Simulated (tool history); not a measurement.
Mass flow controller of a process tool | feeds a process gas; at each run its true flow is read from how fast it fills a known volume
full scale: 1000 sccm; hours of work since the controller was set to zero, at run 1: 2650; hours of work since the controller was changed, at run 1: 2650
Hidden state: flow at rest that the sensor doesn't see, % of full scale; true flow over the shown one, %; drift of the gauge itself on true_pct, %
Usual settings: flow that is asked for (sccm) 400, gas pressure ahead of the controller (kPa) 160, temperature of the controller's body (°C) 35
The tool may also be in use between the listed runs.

run,hour,flow that is asked for (sccm),gas pressure ahead of the controller (kPa),temperature of the controller's body (°C),hours of work since the controller was set to zero,hours of work since the controller was changed,true flow (%)
1,0.0,400,160,35,2650,2650,99.63
2,163.2,400,160,35,2780,2780,99.54
3,415.1,400,160,24,2981,2981,98.67
4,574.3,400,160,24,3107,3107,98.67
5,905.0,400,159,35,3371,3371,99.68
6,1116.9,400,234,35,3539,3539,99.41
7,1435.6,400,160,30,3793,3793,99.18
8,1630.4,400,160,35,3948,3948,99.46
9,1903.6,400,160,35,4165,4165,99.72
10,2227.1,200,160,35,4423,4423,99.16
11,2485.1,200,160,27,4628,4628,98.39
12,2721.6,200,228,27,4816,4816,98.25
13,3021.5,200,228,27,5055,5055,98.40
14,3274.0,200,228,27,5256,5256,98.18
15,3529.3,200,228,27,5459,5459,98.27
16,3783.5,200,228,27,5662,5662,98.32
# hour 3911.2: controller exchanged for a calibrated one
17,3979.7,200,228,27,55,55,98.23
18,4214.1,200,228,27,241,241,98.22
19,4380.3,200,228,27,373,373,98.33
20,4547.7,280,160,35,507,507,99.34
21,4745.6,400,160,35,664,664,99.49
22,4948.4,400,160,35,826,826,99.56
23,5310.8,400,160,35,1114,1114,99.55
24,5600.1,297,160,35,1344,1344,99.31
25,5828.5,297,160,35,1526,1526,99.42
26,6222.1,297,177,35,1839,1839,99.24
27,6475.5,297,177,35,2041,2041,99.29
28,6669.9,160,160,35,2196,2196,99.10
29,7020.7,160,160,35,2475,2475,99.08
30,7373.1,160,178,35,2755,2755,99.03
31,7766.7,110,160,35,3069,3069,98.96
32,7968.5,622,160,35,3229,3229,100.12
33,8146.3,766,160,20,3371,3371,99.27
34,8462.5,766,160,20,3622,3622,99.22
35,8818.1,856,188,28,3905,3905,100.06
36,9170.5,401,211,28,4186,4186,98.86
37,9390.1,691,167,29,4361,4361,99.77
38,9717.1,434,167,29,4621,4621,99.12
39,10105.7,434,216,35,4930,4930,99.59
40,10476.3,400,199,25,5225,5225,98.54
41,10709.8,139,160,26,5411,5411,98.34
42,11095.6,139,160,26,5718,5718,98.27
# hour 11157.8: controller exchanged for a calibrated one
43,11488.6,126,160,37,263,263,99.21
44,11846.2,126,160,37,548,548,99.13
45,12049.8,376,160,37,710,710,99.81
46,12235.4,376,160,37,858,858,99.67
47,12415.0,747,184,37,1001,1001,100.51

Forecast each of these 5 alternatives for the next run:
A,12768.2,166,160,34,1282,1282,?
B,12768.2,109,179,38,1282,1282,?
C,12768.2,717,184,37,1282,1282,?
D,12768.2,333,221,26,1282,1282,?
E,12768.2,525,160,35,1282,1282,?

run,true flow (%)
A,98.97
B,99.09
C,100.57
D,98.38
E,99.85
Without the tool's hidden state the same runs would have given:
run,true flow (%)
A,98.95
B,99.07
C,100.57
D,98.38
E,99.84

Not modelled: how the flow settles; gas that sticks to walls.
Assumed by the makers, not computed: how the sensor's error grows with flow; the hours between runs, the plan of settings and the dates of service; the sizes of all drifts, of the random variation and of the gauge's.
